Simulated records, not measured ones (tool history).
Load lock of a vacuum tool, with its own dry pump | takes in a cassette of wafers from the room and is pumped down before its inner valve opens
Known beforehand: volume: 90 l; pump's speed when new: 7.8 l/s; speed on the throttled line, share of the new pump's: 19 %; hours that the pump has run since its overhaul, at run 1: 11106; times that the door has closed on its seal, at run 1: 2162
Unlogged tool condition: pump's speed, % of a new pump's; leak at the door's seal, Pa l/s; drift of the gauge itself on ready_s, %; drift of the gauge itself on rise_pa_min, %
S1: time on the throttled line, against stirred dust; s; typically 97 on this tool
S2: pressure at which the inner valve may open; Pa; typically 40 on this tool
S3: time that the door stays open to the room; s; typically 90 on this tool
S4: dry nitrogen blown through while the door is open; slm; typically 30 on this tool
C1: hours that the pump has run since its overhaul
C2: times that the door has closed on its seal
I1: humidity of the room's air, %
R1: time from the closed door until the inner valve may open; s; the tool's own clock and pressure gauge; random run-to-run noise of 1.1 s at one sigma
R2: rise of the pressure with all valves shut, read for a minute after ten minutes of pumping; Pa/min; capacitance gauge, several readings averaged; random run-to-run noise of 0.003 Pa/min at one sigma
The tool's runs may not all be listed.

run,hour,S1,S2,S3,S4,C1,C2,I1,R1,R2
1,0.0,97,40,90,30,11106,2162,45.5,183.5,0.033
2,92.6,97,40,90,30,11198,2321,45.6,184.9,0.036
3,162.8,97,40,90,30,11268,2441,39.3,186.6,0.028
4,311.0,97,40,229,30,11417,2695,45.0,184.7,0.048
5,466.0,97,40,229,30,11572,2961,46.0,182.5,0.049
6,548.7,97,40,90,30,11654,3103,49.1,184.3,0.032
7,676.8,97,40,90,30,11782,3323,43.9,186.2,0.035
8,786.0,97,40,90,30,11892,3510,46.2,186.7,0.031
9,911.9,97,40,90,30,12018,3726,41.6,184.8,0.037
10,1000.8,97,40,33,30,12106,3879,40.9,187.9,0.022
11,1088.1,97,40,33,30,12194,4028,41.6,185.9,0.018
12,1240.5,97,40,33,30,12346,4290,46.1,188.1,0.022
13,1396.1,97,66,90,4,12502,4557,43.3,179.2,0.055
14,1565.9,141,66,90,4,12672,4848,43.8,212.5,0.051
15,1639.0,141,70,90,11,12745,4974,44.1,212.2,0.046
16,1794.5,52,60,90,20,12900,5240,44.1,145.9,0.046
17,1876.1,102,60,87,20,12982,5381,44.6,186.2,0.041
18,1953.6,102,60,87,20,13059,5514,46.8,184.7,0.043

Run 19, settings as shown, results not yet in. Your forecast:
19,2085.8,89,60,87,20,13191,5740,46.4,?,?

Run 19 produced R1 176.2 s, R2 0.047 Pa/min.
With no hidden state in the tool, this same run would have given R1 157.7 s, R2 0.029 Pa/min.
